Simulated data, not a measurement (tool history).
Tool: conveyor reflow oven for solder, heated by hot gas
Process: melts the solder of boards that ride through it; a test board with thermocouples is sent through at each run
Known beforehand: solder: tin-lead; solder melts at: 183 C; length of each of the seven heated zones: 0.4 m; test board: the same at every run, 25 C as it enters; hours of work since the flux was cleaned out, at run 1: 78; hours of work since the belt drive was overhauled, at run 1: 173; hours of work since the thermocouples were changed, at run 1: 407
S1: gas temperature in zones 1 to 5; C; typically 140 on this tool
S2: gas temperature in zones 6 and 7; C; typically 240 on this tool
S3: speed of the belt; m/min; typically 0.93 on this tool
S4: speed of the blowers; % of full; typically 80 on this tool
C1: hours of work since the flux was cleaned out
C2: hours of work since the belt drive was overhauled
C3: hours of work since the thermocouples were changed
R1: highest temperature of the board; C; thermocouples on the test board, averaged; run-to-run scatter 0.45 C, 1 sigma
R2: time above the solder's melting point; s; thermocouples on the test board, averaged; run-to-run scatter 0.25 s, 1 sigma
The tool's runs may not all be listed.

{"run": 1, "day": 0.0, "S1": 140, "S2": 240, "S3": 0.93, "S4": 80, "C1": 78, "C2": 173, "C3": 407, "R1": 226.8, "R2": 43.8}
{"run": 2, "day": 0.433, "S1": 140, "S2": 240, "S3": 0.93, "S4": 80, "C1": 83, "C2": 178, "C3": 412, "R1": 226.4, "R2": 43.9}
{"run": 3, "day": 0.758, "S1": 140, "S2": 240, "S3": 0.93, "S4": 80, "C1": 86, "C2": 182, "C3": 415, "R1": 227.1, "R2": 43.9}
{"run": 4, "day": 1.012, "S1": 140, "S2": 240, "S3": 0.93, "S4": 80, "C1": 89, "C2": 184, "C3": 418, "R1": 226.6, "R2": 43.5}
{"run": 5, "day": 1.512, "S1": 140, "S2": 240, "S3": 0.93, "S4": 78, "C1": 95, "C2": 190, "C3": 423, "R1": 226.5, "R2": 44}
{"run": 6, "day": 1.796, "S1": 149, "S2": 240, "S3": 0.93, "S4": 80, "C1": 98, "C2": 193, "C3": 426, "R1": 227.9, "R2": 46.3}
{"run": 7, "day": 2.058, "S1": 140, "S2": 240, "S3": 0.93, "S4": 80, "C1": 100, "C2": 195, "C3": 429, "R1": 227.2, "R2": 44.3}
{"run": 8, "day": 2.412, "S1": 140, "S2": 237, "S3": 0.93, "S4": 80, "C1": 104, "C2": 199, "C3": 433, "R1": 223.7, "R2": 42.6}
{"run": 9, "day": 2.875, "S1": 140, "S2": 237, "S3": 0.93, "S4": 80, "C1": 109, "C2": 204, "C3": 438, "R1": 223.6, "R2": 42.7}
{"run": 10, "day": 3.112, "S1": 140, "S2": 237, "S3": 0.93, "S4": 80, "C1": 112, "C2": 207, "C3": 440, "R1": 223.3, "R2": 42.3}
{"run": 11, "day": 3.458, "S1": 140, "S2": 237, "S3": 0.93, "S4": 80, "C1": 115, "C2": 210, "C3": 444, "R1": 224.3, "R2": 42.5}
{"run": 12, "day": 3.875, "S1": 140, "S2": 237, "S3": 0.93, "S4": 80, "C1": 120, "C2": 215, "C3": 448, "R1": 224.7, "R2": 42.4}
{"run": 13, "day": 4.146, "S1": 140, "S2": 237, "S3": 0.93, "S4": 80, "C1": 123, "C2": 218, "C3": 451, "R1": 223.4, "R2": 42.6}
{"run": 14, "day": 4.521, "S1": 140, "S2": 246, "S3": 0.93, "S4": 80, "C1": 127, "C2": 222, "C3": 455, "R1": 232, "R2": 45.8}
{"run": 15, "day": 4.912, "S1": 140, "S2": 246, "S3": 0.93, "S4": 80, "C1": 131, "C2": 226, "C3": 460, "R1": 232.3, "R2": 46}
{"run": 16, "day": 5.333, "S1": 140, "S2": 246, "S3": 0.93, "S4": 80, "C1": 135, "C2": 230, "C3": 464, "R1": 232.4, "R2": 45.8}
{"run": 17, "day": 5.746, "S1": 144, "S2": 246, "S3": 1.057, "S4": 80, "C1": 140, "C2": 235, "C3": 468, "R1": 229.2, "R2": 39.6}
{"run": 18, "day": 6.1, "S1": 144, "S2": 246, "S3": 1.057, "S4": 80, "C1": 144, "C2": 239, "C3": 472, "R1": 228.6, "R2": 39.9}
{"run": 19, "day": 6.342, "S1": 135, "S2": 233, "S3": 0.946, "S4": 56, "C1": 146, "C2": 241, "C3": 475, "R1": 210.1, "R2": 32.3}
{"run": 20, "day": 6.796, "S1": 140, "S2": 240, "S3": 0.989, "S4": 80, "C1": 151, "C2": 246, "C3": 480, "R1": 225.5, "R2": 40.4}
{"run": 21, "day": 7.075, "S1": 138, "S2": 240, "S3": 0.989, "S4": 80, "C1": 154, "C2": 249, "C3": 483, "R1": 224.8, "R2": 39.6}
{"run": 22, "day": 7.388, "S1": 138, "S2": 240, "S3": 0.989, "S4": 80, "C1": 157, "C2": 252, "C3": 486, "R1": 225.5, "R2": 39.9}
{"run": 23, "day": 7.779, "S1": 132, "S2": 246, "S3": 0.93, "S4": 80, "C1": 161, "C2": 257, "C3": 490, "R1": 229.9, "R2": 43.3}
{"day": 8.167, "done": "flux residue cleaned out of gas plates and filters"}
{"run": 24, "day": 8.358, "S1": 153, "S2": 240, "S3": 0.903, "S4": 62, "C1": 2, "C2": 261, "C3": 494, "R1": 225.1, "R2": 47.3}
{"run": 25, "day": 8.821, "S1": 128, "S2": 253, "S3": 1.114, "S4": 56, "C1": 7, "C2": 265, "C3": 499, "R1": 218.1, "R2": 29.6}
{"run": 26, "day": 9.283, "S1": 133, "S2": 231, "S3": 0.799, "S4": 56, "C1": 12, "C2": 270, "C3": 504, "R1": 215, "R2": 42.6}
{"run": 27, "day": 9.554, "S1": 151, "S2": 232, "S3": 0.881, "S4": 75, "C1": 15, "C2": 273, "C3": 507, "R1": 222.7, "R2": 46.9}
{"run": 28, "day": 9.792, "S1": 151, "S2": 232, "S3": 0.881, "S4": 75, "C1": 17, "C2": 276, "C3": 509, "R1": 222.6, "R2": 47.1}
{"run": 29, "day": 10.079, "S1": 144, "S2": 241, "S3": 1.033, "S4": 75, "C1": 20, "C2": 279, "C3": 513, "R1": 222.7, "R2": 38.9}
{"run": 30, "day": 10.438, "S1": 148, "S2": 246, "S3": 0.778, "S4": 83, "C1": 24, "C2": 283, "C3": 516, "R1": 239.1, "R2": 59.6}

Each row is a separate what-if for the run after 30, all from the same tool condition, not one after another. Results?
{"run": "A", "day": 10.746, "S1": 140, "S2": 240, "S3": 0.903, "S4": 80, "C1": 28, "C2": 286, "C3": 520, "R1": "?", "R2": "?"}
{"run": "B", "day": 10.746, "S1": 150, "S2": 240, "S3": 0.93, "S4": 80, "C1": 28, "C2": 286, "C3": 520, "R1": "?", "R2": "?"}
{"run": "C", "day": 10.746, "S1": 148, "S2": 240, "S3": 0.93, "S4": 80, "C1": 28, "C2": 286, "C3": 520, "R1": "?", "R2": "?"}
{"run": "D", "day": 10.746, "S1": 148, "S2": 244, "S3": 0.778, "S4": 83, "C1": 28, "C2": 286, "C3": 520, "R1": "?", "R2": "?"}
{"run": "E", "day": 10.746, "S1": 133, "S2": 240, "S3": 0.93, "S4": 80, "C1": 28, "C2": 286, "C3": 520, "R1": "?", "R2": "?"}

run=A R1=229.2 R2=45.3
run=B R1=228.7 R2=46.6
run=C R1=228.1 R2=46.2
run=D R1=237.7 R2=58.9
run=E R1=226.3 R2=41.9
What these runs would have given with no unlogged condition in the tool:
run=A R1=227.6 R2=44.5
run=B R1=227 R2=45.8
run=C R1=226.5 R2=45.5
run=D R1=235.9 R2=58.1
run=E R1=224.7 R2=41.1

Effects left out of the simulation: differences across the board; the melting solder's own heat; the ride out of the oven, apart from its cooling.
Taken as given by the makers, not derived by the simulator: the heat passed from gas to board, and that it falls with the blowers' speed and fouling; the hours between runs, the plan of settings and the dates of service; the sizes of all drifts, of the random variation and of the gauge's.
